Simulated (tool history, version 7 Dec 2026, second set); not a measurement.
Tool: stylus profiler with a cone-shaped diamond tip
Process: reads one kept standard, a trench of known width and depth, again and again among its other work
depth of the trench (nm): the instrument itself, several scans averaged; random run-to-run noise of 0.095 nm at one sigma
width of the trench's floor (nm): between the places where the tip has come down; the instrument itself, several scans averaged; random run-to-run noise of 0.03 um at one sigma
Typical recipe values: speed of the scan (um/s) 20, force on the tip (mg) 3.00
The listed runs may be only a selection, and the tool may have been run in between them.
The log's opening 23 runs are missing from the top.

| run | hour | speed of the scan (um/s) | force on the tip (mg) | scans with this tip | hours of work since the height scale was calibrated | depth of the trench (nm) | width of the trench's floor (nm) |
|---|---|---|---|---|---|---|---|
|  | 293.5 | height scale calibrated on a step standard, once more |
| 24 | 303.4 | 6 | 1.67 | 7670 | 7 | 101.45 | 28220 |
| 25 | 317.6 | 47 | 2.06 | 7766 | 17 | 101.38 | 28060 |
| 26 | 333.8 | 47 | 3.65 | 7875 | 28 | 102.13 | 28150 |
| 27 | 344.3 | 47 | 3.65 | 7945 | 36 | 102.11 | 28120 |
| 28 | 359.5 | 56 | 3.98 | 8048 | 46 | 102.16 | 28110 |
| 29 | 368.8 | 73 | 7.41 | 8110 | 53 | 103.34 | 28130 |
| 30 | 386.8 | 11 | 1.95 | 8231 | 65 | 101.22 | 28170 |
| 31 | 398.9 | 8 | 2.19 | 8313 | 74 | 101.40 | 28220 |
| 32 | 417.5 | 19 | 5.15 | 8438 | 87 | 102.53 | 28200 |
| 33 | 436.8 | 74 | 6.89 | 8568 | 100 | 103.04 | 28140 |
| 34 | 453.7 | 17 | 2.51 | 8682 | 112 | 101.79 | 28160 |
| 35 | 466.7 | 9 | 7.65 | 8769 | 121 | 103.45 | 28200 |
| 36 | 484.2 | 11 | 3.00 | 8886 | 133 | 101.75 | 28210 |
| 37 | 496.6 | 55 | 2.14 | 8970 | 142 | 101.34 | 28100 |
| 38 | 514.9 | 55 | 2.14 | 9093 | 155 | 101.54 | 28070 |
| 39 | 532.4 | 9 | 4.99 | 9211 | 167 | 102.78 | 28220 |
| 40 | 551.5 | 6 | 2.45 | 9339 | 180 | 101.74 | 28120 |

What will run 41 give?
| 41 | 563.4 | 6 | 2.45 | 9419 | 189 | ? | ? |

depth of the trench (nm): 101.48
width of the trench's floor (nm): 28160
With no hidden state in the tool, this same run would have given depth of the trench (nm) 101.54, width of the trench's floor (nm) 28560.

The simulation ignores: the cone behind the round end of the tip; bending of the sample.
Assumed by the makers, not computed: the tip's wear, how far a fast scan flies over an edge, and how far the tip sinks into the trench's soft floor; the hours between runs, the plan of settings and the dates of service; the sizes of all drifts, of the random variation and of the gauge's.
